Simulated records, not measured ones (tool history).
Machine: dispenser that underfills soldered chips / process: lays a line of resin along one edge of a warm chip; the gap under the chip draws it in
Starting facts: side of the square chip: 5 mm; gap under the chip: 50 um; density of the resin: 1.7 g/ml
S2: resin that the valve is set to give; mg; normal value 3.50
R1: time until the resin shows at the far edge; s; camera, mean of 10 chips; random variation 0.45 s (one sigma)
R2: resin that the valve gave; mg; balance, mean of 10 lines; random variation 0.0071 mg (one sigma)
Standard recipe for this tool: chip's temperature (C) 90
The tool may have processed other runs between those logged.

run 1 day=0.000 | chip's_temperature_(C)=90 S2=3.50 | R1=41.2 R2=3.440
-- day=0.425 new syringe of resin
run 2 day=0.512 | chip's_temperature_(C)=90 S2=3.50 | R1=33.8 R2=3.415
run 3 day=0.983 | chip's_temperature_(C)=90 S2=3.50 | R1=63.5 R2=3.380
-- day=1.062 new syringe of resin
-- day=1.646 dispensing valve cleaned and set on the balance
run 4 day=1.646 | chip's_temperature_(C)=90 S2=3.50 | R1=60.5 R2=3.505
-- day=1.738 new syringe of resin
run 5 day=2.042 | chip's_temperature_(C)=90 S2=4.07 | R1=43.8 R2=4.062
-- day=2.379 new syringe of resin
run 6 day=2.592 | chip's_temperature_(C)=98 S2=4.07 | R1=27.3 R2=4.042
run 7 day=2.904 | chip's_temperature_(C)=98 S2=4.07 | R1=40.6 R2=4.029
-- day=3.012 new syringe of resin
run 8 day=3.492 | chip's_temperature_(C)=98 S2=4.07 | R1=39.0 R2=3.988
-- day=3.650 new syringe of resin
run 9 day=3.996 | chip's_temperature_(C)=98 S2=4.07 | R1=32.6 R2=3.951
-- day=4.283 new syringe of resin
run 10 day=4.429 | chip's_temperature_(C)=90 S2=3.50 | R1=35.2 R2=3.396
-- day=4.679 dispensing valve cleaned and set on the balance
run 11 day=4.738 | chip's_temperature_(C)=98 S2=3.50 | R1=35.0 R2=3.500
-- day=5.000 new syringe of resin
run 12 day=5.188 | chip's_temperature_(C)=99 S2=3.50 | R1=25.9 R2=3.491
run 13 day=5.575 | chip's_temperature_(C)=99 S2=3.50 | R1=42.9 R2=3.455
-- day=5.633 new syringe of resin
run 14 day=6.096 | chip's_temperature_(C)=90 S2=3.50 | R1=55.1 R2=3.451
-- day=6.271 new syringe of resin
run 15 day=6.450 | chip's_temperature_(C)=90 S2=4.49 | R1=36.9 R2=4.391
-- day=6.921 new syringe of resin
run 16 day=7.046 | chip's_temperature_(C)=90 S2=4.49 | R1=32.7 R2=4.360
run 17 day=7.538 | chip's_temperature_(C)=101 S2=3.50 | R1=41.6 R2=3.374
-- day=7.588 new syringe of resin
-- day=7.721 dispensing valve cleaned and set on the balance
run 18 day=7.892 | chip's_temperature_(C)=88 S2=3.02 | R1=45.3 R2=3.019
run 19 day=8.242 | chip's_temperature_(C)=97 S2=4.23 | R1=46.7 R2=4.212
-- day=8.304 new syringe of resin
run 20 day=8.696 | chip's_temperature_(C)=97 S2=4.23 | R1=35.3 R2=4.190
-- day=8.938 new syringe of resin
run 21 day=9.062 | chip's_temperature_(C)=100 S2=4.31 | R1=21.6 R2=4.246
-- day=9.600 new syringe of resin
run 22 day=9.671 | chip's_temperature_(C)=105 S2=3.13 | R1=16.6 R2=3.061
-- day=10.246 new syringe of resin
run 23 day=10.246 | chip's_temperature_(C)=79 S2=4.11 | R1=48.2 R2=3.972
run 24 day=10.558 | chip's_temperature_(C)=79 S2=4.11 | R1=75.2 R2=3.955
-- day=10.750 dispensing valve cleaned and set on the balance
-- day=10.950 new syringe of resin
run 25 day=11.017 | chip's_temperature_(C)=82 S2=4.49 | R1=45.1 R2=4.453
-- day=11.604 new syringe of resin
run 26 day=11.654 | chip's_temperature_(C)=97 S2=4.49 | R1=22.2 R2=4.413
-- day=12.238 new syringe of resin
run 27 day=12.300 | chip's_temperature_(C)=90 S2=3.32 | R1=31.6 R2=3.233
-- day=12.888 new syringe of resin
run 28 day=12.888 | chip's_temperature_(C)=90 S2=4.08 | R1=27.5 R2=3.951
run 29 day=13.379 | chip's_temperature_(C)=79 S2=4.17 | R1=93.7 R2=4.002
-- day=13.546 new syringe of resin
-- day=13.758 dispensing valve cleaned and set on the balance
run 30 day=13.875 | chip's_temperature_(C)=104 S2=3.79 | R1=21.9 R2=3.778
-- day=14.229 new syringe of resin
run 31 day=14.371 | chip's_temperature_(C)=75 S2=3.31 | R1=70.8 R2=3.291
run 32 day=14.683 | chip's_temperature_(C)=77 S2=4.46 | R1=95.3 R2=4.400
-- day=14.908 new syringe of resin
run 33 day=15.188 | chip's_temperature_(C)=77 S2=4.46 | R1=74.2 R2=4.372
-- day=15.562 new syringe of resin
run 34 day=15.825 | chip's_temperature_(C)=95 S2=3.57 | R1=31.7 R2=3.479

Below are 4 alternative next runs, each starting from the tool's condition after run 34. Predict each:
-- day=16.204 new syringe of resin
run A day=16.254 | chip's_temperature_(C)=90 S2=3.87 | R1=? R2=?
-- day=16.204 new syringe of resin
run B day=16.254 | chip's_temperature_(C)=89 S2=4.15 | R1=? R2=?
-- day=16.204 new syringe of resin
run C day=16.254 | chip's_temperature_(C)=90 S2=3.16 | R1=? R2=?
-- day=16.204 new syringe of resin
run D day=16.254 | chip's_temperature_(C)=90 S2=3.16 | R1=? R2=?

run=A R1=29.5 R2=3.744
run=B R1=30.3 R2=4.006
run=C R1=31.0 R2=3.055
run=D R1=30.7 R2=3.075
Without the tool's unlogged condition, the same runs would have read:
run=A R1=32.3 R2=3.869
run=B R1=33.2 R2=4.140
run=C R1=33.8 R2=3.157
run=D R1=33.4 R2=3.178
